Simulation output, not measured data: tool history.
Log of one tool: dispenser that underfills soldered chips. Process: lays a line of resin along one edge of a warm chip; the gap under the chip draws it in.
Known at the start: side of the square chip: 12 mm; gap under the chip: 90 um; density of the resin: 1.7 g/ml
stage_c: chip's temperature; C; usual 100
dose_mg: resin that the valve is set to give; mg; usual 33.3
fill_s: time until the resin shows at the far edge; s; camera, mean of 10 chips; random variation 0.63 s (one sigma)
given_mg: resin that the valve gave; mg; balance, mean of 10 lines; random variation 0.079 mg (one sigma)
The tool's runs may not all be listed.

{"run": 1, "day": 0.0, "stage_c": 100, "dose_mg": 33.3, "fill_s": 80.8, "given_mg": 32.76}
{"day": 0.329, "done": "new syringe of resin"}
{"run": 2, "day": 0.533, "stage_c": 100, "dose_mg": 33.3, "fill_s": 78.5, "given_mg": 32.55}
{"run": 3, "day": 0.771, "stage_c": 100, "dose_mg": 33.3, "fill_s": 112.9, "given_mg": 32.42}
{"day": 0.917, "done": "new syringe of resin"}
{"day": 0.996, "done": "dispensing valve cleaned and set on the balance"}
{"run": 4, "day": 1.104, "stage_c": 100, "dose_mg": 33.3, "fill_s": 73.0, "given_mg": 33.1}
{"run": 5, "day": 1.367, "stage_c": 100, "dose_mg": 33.3, "fill_s": 107.3, "given_mg": 33.15}
{"day": 1.525, "done": "new syringe of resin"}
{"run": 6, "day": 1.779, "stage_c": 100, "dose_mg": 33.3, "fill_s": 85.3, "given_mg": 33.01}
{"day": 2.079, "done": "new syringe of resin"}
{"run": 7, "day": 2.25, "stage_c": 95, "dose_mg": 33.3, "fill_s": 94.4, "given_mg": 32.85}
{"day": 2.646, "done": "new syringe of resin"}
{"run": 8, "day": 2.821, "stage_c": 95, "dose_mg": 33.3, "fill_s": 93.7, "given_mg": 32.84}
{"day": 3.2, "done": "new syringe of resin"}
{"run": 9, "day": 3.392, "stage_c": 95, "dose_mg": 36.3, "fill_s": 94.4, "given_mg": 35.52}
{"run": 10, "day": 3.712, "stage_c": 95, "dose_mg": 36.3, "fill_s": 152.4, "given_mg": 35.35}
{"day": 3.767, "done": "new syringe of resin"}
{"day": 4.0, "done": "dispensing valve cleaned and set on the balance"}
{"run": 11, "day": 4.225, "stage_c": 95, "dose_mg": 36.3, "fill_s": 135.0, "given_mg": 36.31}
{"day": 4.354, "done": "new syringe of resin"}
{"run": 12, "day": 4.704, "stage_c": 95, "dose_mg": 36.3, "fill_s": 120.8, "given_mg": 36.01}
{"day": 4.912, "done": "new syringe of resin"}
{"run": 13, "day": 5.004, "stage_c": 95, "dose_mg": 36.3, "fill_s": 86.3, "given_mg": 36.14}
{"run": 14, "day": 5.317, "stage_c": 95, "dose_mg": 36.3, "fill_s": 137.8, "given_mg": 35.92}
{"day": 5.462, "done": "new syringe of resin"}
{"run": 15, "day": 5.562, "stage_c": 95, "dose_mg": 36.3, "fill_s": 86.0, "given_mg": 35.73}
{"day": 6.025, "done": "new syringe of resin"}
{"run": 16, "day": 6.112, "stage_c": 95, "dose_mg": 36.3, "fill_s": 83.4, "given_mg": 35.63}
{"run": 17, "day": 6.496, "stage_c": 95, "dose_mg": 36.3, "fill_s": 147.7, "given_mg": 35.49}
{"day": 6.592, "done": "new syringe of resin"}
{"run": 18, "day": 6.879, "stage_c": 104, "dose_mg": 37.8, "fill_s": 75.7, "given_mg": 36.84}
{"day": 7.008, "done": "dispensing valve cleaned and set on the balance"}
{"day": 7.196, "done": "new syringe of resin"}
{"run": 19, "day": 7.467, "stage_c": 104, "dose_mg": 37.8, "fill_s": 73.2, "given_mg": 37.58}
{"day": 7.767, "done": "new syringe of resin"}
{"run": 20, "day": 8.029, "stage_c": 104, "dose_mg": 37.8, "fill_s": 72.7, "given_mg": 37.49}
{"day": 8.329, "done": "new syringe of resin"}
{"run": 21, "day": 8.429, "stage_c": 102, "dose_mg": 30.3, "fill_s": 65.2, "given_mg": 29.91}
{"run": 22, "day": 8.738, "stage_c": 106, "dose_mg": 41.5, "fill_s": 84.4, "given_mg": 40.91}
{"day": 8.904, "done": "new syringe of resin"}
{"run": 23, "day": 9.246, "stage_c": 95, "dose_mg": 30.8, "fill_s": 126.2, "given_mg": 30.09}
{"day": 9.454, "done": "new syringe of resin"}
{"run": 24, "day": 9.779, "stage_c": 93, "dose_mg": 40.2, "fill_s": 131.9, "given_mg": 39.3}
{"day": 9.988, "done": "dispensing valve cleaned and set on the balance"}
{"day": 10.05, "done": "new syringe of resin"}
{"run": 25, "day": 10.35, "stage_c": 100, "dose_mg": 29.7, "fill_s": 97.7, "given_mg": 29.48}
{"day": 10.642, "done": "new syringe of resin"}
{"run": 26, "day": 10.871, "stage_c": 92, "dose_mg": 29.6, "fill_s": 123.4, "given_mg": 29.4}
{"day": 11.2, "done": "new syringe of resin"}
{"run": 27, "day": 11.2, "stage_c": 91, "dose_mg": 30.4, "fill_s": 91.3, "given_mg": 30.05}
{"run": 28, "day": 11.562, "stage_c": 105, "dose_mg": 34.0, "fill_s": 83.3, "given_mg": 33.57}

The next listed run, before its measurement:
{"day": 11.762, "done": "new syringe of resin"}
{"run": 29, "day": 11.938, "stage_c": 92, "dose_mg": 38.3, "fill_s": "?", "given_mg": "?"}

fill_s: 110.1 s
given_mg: 37.63 mg
Without the tool's hidden state the same run would have given fill_s 76.3 s, given_mg 38.35 mg.
